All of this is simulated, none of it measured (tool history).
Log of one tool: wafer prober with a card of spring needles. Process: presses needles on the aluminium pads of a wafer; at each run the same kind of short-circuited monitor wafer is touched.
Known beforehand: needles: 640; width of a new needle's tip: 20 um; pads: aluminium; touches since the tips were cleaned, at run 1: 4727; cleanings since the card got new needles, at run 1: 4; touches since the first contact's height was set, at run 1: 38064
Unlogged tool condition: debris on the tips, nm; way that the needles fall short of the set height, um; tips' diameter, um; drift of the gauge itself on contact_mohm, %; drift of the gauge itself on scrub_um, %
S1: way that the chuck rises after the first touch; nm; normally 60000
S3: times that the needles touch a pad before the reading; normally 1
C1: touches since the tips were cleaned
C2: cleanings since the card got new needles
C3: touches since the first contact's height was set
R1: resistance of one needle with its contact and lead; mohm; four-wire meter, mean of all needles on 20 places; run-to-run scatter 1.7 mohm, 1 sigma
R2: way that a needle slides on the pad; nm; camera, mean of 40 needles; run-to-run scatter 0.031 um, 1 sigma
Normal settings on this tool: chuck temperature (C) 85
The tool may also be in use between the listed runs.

{"run": 1, "hour": 0.0, "S1": 60000, "chuck temperature (C)": 85, "S3": 1, "C1": 4727, "C2": 4, "C3": 38064, "R1": 167, "R2": 14450}
{"hour": 7.3, "done": "tips cleaned on abrasive film"}
{"run": 2, "hour": 13.6, "S1": 60000, "chuck temperature (C)": 85, "S3": 1, "C1": 2460, "C2": 5, "C3": 43313, "R1": 169, "R2": 14470}
{"run": 3, "hour": 24.6, "S1": 60000, "chuck temperature (C)": 85, "S3": 1, "C1": 6765, "C2": 5, "C3": 47618, "R1": 166, "R2": 14440}
{"hour": 26.5, "done": "tips cleaned on abrasive film"}
{"run": 4, "hour": 33.0, "S1": 60000, "chuck temperature (C)": 85, "S3": 1, "C1": 2524, "C2": 6, "C3": 50826, "R1": 167, "R2": 14480}
{"hour": 46.3, "done": "tips cleaned on abrasive film"}
{"run": 5, "hour": 46.7, "S1": 60000, "chuck temperature (C)": 85, "S3": 1, "C1": 169, "C2": 7, "C3": 56136, "R1": 167, "R2": 14440}
{"run": 6, "hour": 54.6, "S1": 67000, "chuck temperature (C)": 85, "S3": 1, "C1": 3234, "C2": 7, "C3": 59201, "R1": 162, "R2": 16100}
{"run": 7, "hour": 60.9, "S1": 60000, "chuck temperature (C)": 85, "S3": 1, "C1": 5708, "C2": 7, "C3": 61675, "R1": 165, "R2": 14430}
{"hour": 66.0, "done": "tips cleaned on abrasive film"}
{"run": 8, "hour": 68.0, "S1": 60000, "chuck temperature (C)": 85, "S3": 1, "C1": 802, "C2": 8, "C3": 64399, "R1": 165, "R2": 14450}
{"run": 9, "hour": 77.6, "S1": 60000, "chuck temperature (C)": 85, "S3": 2, "C1": 4544, "C2": 8, "C3": 68141, "R1": 167, "R2": 14410}
{"hour": 85.5, "done": "tips cleaned on abrasive film"}
{"run": 10, "hour": 89.3, "S1": 60000, "chuck temperature (C)": 85, "S3": 2, "C1": 1489, "C2": 9, "C3": 72652, "R1": 168, "R2": 14440}
{"run": 11, "hour": 99.3, "S1": 60000, "chuck temperature (C)": 85, "S3": 2, "C1": 5366, "C2": 9, "C3": 76529, "R1": 167, "R2": 14380}
{"hour": 104.6, "done": "tips cleaned on abrasive film"}
{"run": 12, "hour": 105.6, "S1": 60000, "chuck temperature (C)": 85, "S3": 2, "C1": 366, "C2": 10, "C3": 78949, "R1": 166, "R2": 14420}
{"run": 13, "hour": 112.6, "S1": 60000, "chuck temperature (C)": 85, "S3": 2, "C1": 3094, "C2": 10, "C3": 81677, "R1": 167, "R2": 14410}
{"run": 14, "hour": 119.7, "S1": 60000, "chuck temperature (C)": 85, "S3": 1, "C1": 5866, "C2": 10, "C3": 84449, "R1": 167, "R2": 14450}
{"hour": 124.5, "done": "tips cleaned on abrasive film"}
{"run": 15, "hour": 131.5, "S1": 60000, "chuck temperature (C)": 85, "S3": 1, "C1": 2695, "C2": 11, "C3": 88991, "R1": 165, "R2": 14340}
{"run": 16, "hour": 138.7, "S1": 60000, "chuck temperature (C)": 85, "S3": 1, "C1": 5528, "C2": 11, "C3": 91824, "R1": 166, "R2": 14360}
{"hour": 144.3, "done": "tips cleaned on abrasive film"}
{"run": 17, "hour": 150.8, "S1": 60000, "chuck temperature (C)": 85, "S3": 1, "C1": 2549, "C2": 12, "C3": 96504, "R1": 167, "R2": 14410}
{"run": 18, "hour": 163.2, "S1": 47000, "chuck temperature (C)": 85, "S3": 1, "C1": 7350, "C2": 12, "C3": 101305, "R1": 174, "R2": 11280}
{"hour": 164.4, "done": "tips cleaned on abrasive film"}
{"run": 19, "hour": 174.1, "S1": 47000, "chuck temperature (C)": 85, "S3": 1, "C1": 3775, "C2": 13, "C3": 105518, "R1": 173, "R2": 11260}
{"hour": 183.5, "done": "tips cleaned on abrasive film"}
{"run": 20, "hour": 187.4, "S1": 47000, "chuck temperature (C)": 85, "S3": 1, "C1": 1547, "C2": 14, "C3": 110677, "R1": 172, "R2": 11230}
{"run": 21, "hour": 199.3, "S1": 56000, "chuck temperature (C)": 116, "S3": 1, "C1": 6166, "C2": 14, "C3": 115296, "R1": 174, "R2": 13350}
{"hour": 202.8, "done": "tips cleaned on abrasive film"}
{"run": 22, "hour": 206.0, "S1": 56000, "chuck temperature (C)": 116, "S3": 1, "C1": 1272, "C2": 15, "C3": 117885, "R1": 173, "R2": 13380}
{"run": 23, "hour": 213.7, "S1": 63000, "chuck temperature (C)": 31, "S3": 1, "C1": 4264, "C2": 15, "C3": 120877, "R1": 156, "R2": 15090}
{"hour": 222.8, "done": "tips cleaned on abrasive film"}
{"run": 24, "hour": 222.8, "S1": 63000, "chuck temperature (C)": 31, "S3": 1, "C1": 0, "C2": 16, "C3": 124375, "R1": 154, "R2": 15020}
{"run": 25, "hour": 230.2, "S1": 46000, "chuck temperature (C)": 120, "S3": 1, "C1": 2864, "C2": 16, "C3": 127239, "R1": 182, "R2": 10970}
{"run": 26, "hour": 239.4, "S1": 53000, "chuck temperature (C)": 89, "S3": 2, "C1": 6465, "C2": 16, "C3": 130840, "R1": 170, "R2": 12660}
{"hour": 242.7, "done": "tips cleaned on abrasive film"}
{"run": 27, "hour": 250.0, "S1": 53000, "chuck temperature (C)": 89, "S3": 2, "C1": 2862, "C2": 17, "C3": 134947, "R1": 175, "R2": 12670}

Expected results for the next run?
{"run": 28, "hour": 257.4, "S1": 58000, "chuck temperature (C)": 85, "S3": 1, "C1": 5734, "C2": 17, "C3": 137819, "R1": "?", "R2": "?"}

R1: 167 mohm
R2: 13830 nm
With no hidden state in the tool, this same run would have given R1 167 mohm, R2 14020 nm.

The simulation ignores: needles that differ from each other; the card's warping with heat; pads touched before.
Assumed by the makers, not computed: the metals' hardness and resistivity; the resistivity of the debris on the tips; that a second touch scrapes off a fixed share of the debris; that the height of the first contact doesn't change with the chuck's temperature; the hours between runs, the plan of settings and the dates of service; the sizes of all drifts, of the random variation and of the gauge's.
